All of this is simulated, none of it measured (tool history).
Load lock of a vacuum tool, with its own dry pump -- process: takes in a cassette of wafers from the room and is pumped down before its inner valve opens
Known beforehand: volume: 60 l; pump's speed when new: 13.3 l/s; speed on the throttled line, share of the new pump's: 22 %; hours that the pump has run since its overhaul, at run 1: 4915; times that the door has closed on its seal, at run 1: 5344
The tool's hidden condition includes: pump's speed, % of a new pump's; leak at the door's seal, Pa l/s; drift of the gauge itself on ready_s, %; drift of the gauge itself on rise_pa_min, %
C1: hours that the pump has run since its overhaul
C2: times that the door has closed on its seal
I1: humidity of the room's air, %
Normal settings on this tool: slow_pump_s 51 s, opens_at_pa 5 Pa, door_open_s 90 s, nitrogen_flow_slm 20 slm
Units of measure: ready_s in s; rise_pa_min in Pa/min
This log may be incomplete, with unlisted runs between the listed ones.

run 1 day=0 | slow_pump_s=51 opens_at_pa=5 door_open_s=90 nitrogen_flow_slm=20 | C1=4915 C2=5344 | I1=43.7 | ready_s=85.8 rise_pa_min=0.021
run 2 day=16.867 | slow_pump_s=51 opens_at_pa=4 door_open_s=90 nitrogen_flow_slm=20 | C1=5320 C2=6469 | I1=46.9 | ready_s=86.7 rise_pa_min=0.022
run 3 day=44.796 | slow_pump_s=51 opens_at_pa=4 door_open_s=90 nitrogen_flow_slm=20 | C1=5990 C2=8332 | I1=44.9 | ready_s=86.7 rise_pa_min=0.022
run 4 day=66.05 | slow_pump_s=51 opens_at_pa=9 door_open_s=90 nitrogen_flow_slm=20 | C1=6500 C2=9750 | I1=44.7 | ready_s=82.6 rise_pa_min=0.023
run 5 day=77.929 | slow_pump_s=51 opens_at_pa=9 door_open_s=90 nitrogen_flow_slm=20 | C1=6785 C2=10542 | I1=45.4 | ready_s=82.4 rise_pa_min=0.024
run 6 day=98.988 | slow_pump_s=51 opens_at_pa=5 door_open_s=90 nitrogen_flow_slm=20 | C1=7291 C2=11947 | I1=44.5 | ready_s=86.1 rise_pa_min=0.022
run 7 day=123.067 | slow_pump_s=51 opens_at_pa=5 door_open_s=90 nitrogen_flow_slm=20 | C1=7869 C2=13553 | I1=44.4 | ready_s=85.6 rise_pa_min=0.016
run 8 day=144.458 | slow_pump_s=31 opens_at_pa=5 door_open_s=90 nitrogen_flow_slm=20 | C1=8382 C2=14980 | I1=46.1 | ready_s=69.9 rise_pa_min=0.028
run 9 day=170.692 | slow_pump_s=51 opens_at_pa=5 door_open_s=90 nitrogen_flow_slm=43 | C1=9012 C2=16730 | I1=42.8 | ready_s=85.5 rise_pa_min=0.008
run 10 day=193.071 | slow_pump_s=66 opens_at_pa=5 door_open_s=90 nitrogen_flow_slm=20 | C1=9549 C2=18223 | I1=46.2 | ready_s=97 rise_pa_min=0.021
run 11 day=216.204 | slow_pump_s=66 opens_at_pa=5 door_open_s=90 nitrogen_flow_slm=20 | C1=10104 C2=19766 | I1=44.1 | ready_s=97 rise_pa_min=0.024
run 12 day=237.083 | slow_pump_s=51 opens_at_pa=5 door_open_s=90 nitrogen_flow_slm=20 | C1=10605 C2=21158 | I1=47.6 | ready_s=86.1 rise_pa_min=0.019
-- day=256.342 dry pump taken out, an overhauled one fitted
run 13 day=265.754 | slow_pump_s=51 opens_at_pa=5 door_open_s=90 nitrogen_flow_slm=20 | C1=226 C2=23054 | I1=45.7 | ready_s=85.3 rise_pa_min=0.024
run 14 day=282.225 | slow_pump_s=51 opens_at_pa=5 door_open_s=90 nitrogen_flow_slm=20 | C1=621 C2=24153 | I1=46.8 | ready_s=85.5 rise_pa_min=0.023
run 15 day=308.017 | slow_pump_s=51 opens_at_pa=5 door_open_s=90 nitrogen_flow_slm=20 | C1=1240 C2=25873 | I1=42.8 | ready_s=85.5 rise_pa_min=0.023
run 16 day=333.638 | slow_pump_s=51 opens_at_pa=9 door_open_s=90 nitrogen_flow_slm=20 | C1=1855 C2=27582 | I1=41.2 | ready_s=81.7 rise_pa_min=0.023
run 17 day=348.192 | slow_pump_s=51 opens_at_pa=9 door_open_s=77 nitrogen_flow_slm=20 | C1=2204 C2=28553 | I1=43 | ready_s=82.6 rise_pa_min=0.02
run 18 day=371.571 | slow_pump_s=51 opens_at_pa=5 door_open_s=90 nitrogen_flow_slm=6 | C1=2765 C2=30113 | I1=48.5 | ready_s=85.5 rise_pa_min=0.036
run 19 day=390.271 | slow_pump_s=51 opens_at_pa=5 door_open_s=90 nitrogen_flow_slm=6 | C1=3214 C2=31360 | I1=45.6 | ready_s=85.5 rise_pa_min=0.029
run 20 day=416.667 | slow_pump_s=51 opens_at_pa=8 door_open_s=29 nitrogen_flow_slm=6 | C1=3848 C2=33121 | I1=42.6 | ready_s=83 rise_pa_min=0.021
run 21 day=432.2 | slow_pump_s=51 opens_at_pa=8 door_open_s=29 nitrogen_flow_slm=6 | C1=4221 C2=34157 | I1=44.9 | ready_s=82.5 rise_pa_min=0.023
run 22 day=453.475 | slow_pump_s=51 opens_at_pa=4 door_open_s=29 nitrogen_flow_slm=5 | C1=4731 C2=35576 | I1=43.5 | ready_s=87.4 rise_pa_min=0.024
-- day=465.079 door's seal changed, seat wiped
run 23 day=473.392 | slow_pump_s=51 opens_at_pa=4 door_open_s=50 nitrogen_flow_slm=6 | C1=5208 C2=554 | I1=41.4 | ready_s=86.5 rise_pa_min=0.024
run 24 day=485.579 | slow_pump_s=51 opens_at_pa=6 door_open_s=90 nitrogen_flow_slm=20 | C1=5500 C2=1367 | I1=47.9 | ready_s=84.5 rise_pa_min=0.025
run 25 day=505.579 | slow_pump_s=41 opens_at_pa=5 door_open_s=159 nitrogen_flow_slm=23 | C1=5980 C2=2701 | I1=47.3 | ready_s=77.1 rise_pa_min=0.022
run 26 day=521.129 | slow_pump_s=41 opens_at_pa=7 door_open_s=159 nitrogen_flow_slm=26 | C1=6353 C2=3739 | I1=43.2 | ready_s=76 rise_pa_min=0.018
run 27 day=548.029 | slow_pump_s=56 opens_at_pa=5 door_open_s=90 nitrogen_flow_slm=7 | C1=6999 C2=5533 | I1=49.7 | ready_s=89.7 rise_pa_min=0.034
run 28 day=565.667 | slow_pump_s=51 opens_at_pa=5 door_open_s=108 nitrogen_flow_slm=20 | C1=7422 C2=6709 | I1=41 | ready_s=85.1 rise_pa_min=0.024
run 29 day=582.771 | slow_pump_s=51 opens_at_pa=6 door_open_s=108 nitrogen_flow_slm=17 | C1=7833 C2=7850 | I1=43.6 | ready_s=84.6 rise_pa_min=0.023
run 30 day=598.367 | slow_pump_s=51 opens_at_pa=6 door_open_s=108 nitrogen_flow_slm=17 | C1=8207 C2=8891 | I1=45.3 | ready_s=84.5 rise_pa_min=0.024
run 31 day=620.258 | slow_pump_s=51 opens_at_pa=6 door_open_s=108 nitrogen_flow_slm=17 | C1=8732 C2=10351 | I1=45.6 | ready_s=84.3 rise_pa_min=0.024
run 32 day=638.925 | slow_pump_s=27 opens_at_pa=6 door_open_s=150 nitrogen_flow_slm=7 | C1=9180 C2=11596 | I1=46.1 | ready_s=65.9 rise_pa_min=0.043
run 33 day=652.462 | slow_pump_s=30 opens_at_pa=6 door_open_s=52 nitrogen_flow_slm=7 | C1=9505 C2=12499 | I1=46.7 | ready_s=67.9 rise_pa_min=0.029
run 34 day=673.692 | slow_pump_s=39 opens_at_pa=6 door_open_s=52 nitrogen_flow_slm=7 | C1=10015 C2=13915 | I1=46.2 | ready_s=75.2 rise_pa_min=0.026
run 35 day=696.808 | slow_pump_s=62 opens_at_pa=5 door_open_s=52 nitrogen_flow_slm=7 | C1=10570 C2=15457 | I1=43 | ready_s=94.1 rise_pa_min=0.026
run 36 day=714.688 | slow_pump_s=62 opens_at_pa=5 door_open_s=52 nitrogen_flow_slm=7 | C1=10999 C2=16650 | I1=46.8 | ready_s=94.1 rise_pa_min=0.028
-- day=717.496 dry pump taken out, an overhauled one fitted
run 37 day=739.183 | slow_pump_s=62 opens_at_pa=5 door_open_s=52 nitrogen_flow_slm=7 | C1=521 C2=18267 | I1=42.7 | ready_s=94.3 rise_pa_min=0.023

3 ways to go on from here, each from the tool as it stands after run 37. What would each give?
run A day=755.288 | slow_pump_s=51 opens_at_pa=5 door_open_s=27 nitrogen_flow_slm=9 | C1=907 C2=19341 | I1=43.1 | ready_s=? rise_pa_min=?
run B day=755.288 | slow_pump_s=92 opens_at_pa=5 door_open_s=230 nitrogen_flow_slm=8 | C1=907 C2=19341 | I1=43.1 | ready_s=? rise_pa_min=?
run C day=755.288 | slow_pump_s=52 opens_at_pa=7 door_open_s=57 nitrogen_flow_slm=7 | C1=907 C2=19341 | I1=41.9 | ready_s=? rise_pa_min=?

run=A ready_s=85.9 rise_pa_min=0.018
run=B ready_s=117.5 rise_pa_min=0.039
run=C ready_s=84.4 rise_pa_min=0.023
What these runs would have given with no unlogged condition in the tool:
run=A ready_s=85.9 rise_pa_min=0.018
run=B ready_s=117.5 rise_pa_min=0.039
run=C ready_s=84.4 rise_pa_min=0.023

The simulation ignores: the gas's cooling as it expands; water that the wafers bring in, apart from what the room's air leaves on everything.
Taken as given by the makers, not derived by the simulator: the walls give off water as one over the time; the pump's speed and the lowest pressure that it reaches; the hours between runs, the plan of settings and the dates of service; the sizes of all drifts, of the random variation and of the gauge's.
